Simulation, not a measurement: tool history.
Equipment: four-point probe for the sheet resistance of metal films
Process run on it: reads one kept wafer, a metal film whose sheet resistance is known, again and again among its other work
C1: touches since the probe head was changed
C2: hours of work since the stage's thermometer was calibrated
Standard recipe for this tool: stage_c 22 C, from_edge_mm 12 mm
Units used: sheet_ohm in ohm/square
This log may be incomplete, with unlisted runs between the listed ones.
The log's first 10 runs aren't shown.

{"run": 11, "hour": 324.9, "stage_c": 22, "from_edge_mm": 12, "C1": 59622, "C2": 1419, "sheet_ohm": 14.177777}
{"run": 12, "hour": 371.1, "stage_c": 23, "from_edge_mm": 12, "C1": 61362, "C2": 1449, "sheet_ohm": 14.185456}
{"run": 13, "hour": 402.6, "stage_c": 23, "from_edge_mm": 12, "C1": 62546, "C2": 1470, "sheet_ohm": 14.183449}
{"run": 14, "hour": 427.3, "stage_c": 22, "from_edge_mm": 53, "C1": 63475, "C2": 1486, "sheet_ohm": 14.165213}
{"run": 15, "hour": 474.9, "stage_c": 22, "from_edge_mm": 12, "C1": 65264, "C2": 1517, "sheet_ohm": 14.178693}
{"run": 16, "hour": 501.6, "stage_c": 22, "from_edge_mm": 12, "C1": 66270, "C2": 1534, "sheet_ohm": 14.183188}
{"run": 17, "hour": 542.2, "stage_c": 22, "from_edge_mm": 12, "C1": 67795, "C2": 1561, "sheet_ohm": 14.187091}
{"run": 18, "hour": 579.0, "stage_c": 22, "from_edge_mm": 12, "C1": 69181, "C2": 1585, "sheet_ohm": 14.188078}
{"run": 19, "hour": 616.7, "stage_c": 22, "from_edge_mm": 31, "C1": 70598, "C2": 1610, "sheet_ohm": 14.17543}
{"run": 20, "hour": 643.1, "stage_c": 22, "from_edge_mm": 12, "C1": 71592, "C2": 1627, "sheet_ohm": 14.191636}
{"run": 21, "hour": 676.0, "stage_c": 22, "from_edge_mm": 12, "C1": 72831, "C2": 1649, "sheet_ohm": 14.18752}
{"run": 22, "hour": 701.2, "stage_c": 23, "from_edge_mm": 12, "C1": 73777, "C2": 1665, "sheet_ohm": 14.195553}
{"run": 23, "hour": 736.9, "stage_c": 23, "from_edge_mm": 12, "C1": 75119, "C2": 1689, "sheet_ohm": 14.198293}
{"run": 24, "hour": 758.5, "stage_c": 33, "from_edge_mm": 24, "C1": 75934, "C2": 1703, "sheet_ohm": 14.231137}
{"run": 25, "hour": 786.6, "stage_c": 26, "from_edge_mm": 5, "C1": 76988, "C2": 1721, "sheet_ohm": 14.274578}

Run 26, settings as shown, results not yet in. Your forecast:
{"run": 26, "hour": 819.4, "stage_c": 21, "from_edge_mm": 54, "C1": 78222, "C2": 1743, "sheet_ohm": "?"}

Logged for run 26: sheet_ohm 14.176199 ohm/square.
Without the tool's hidden state the same run would have given sheet_ohm 14.080145 ohm/square.
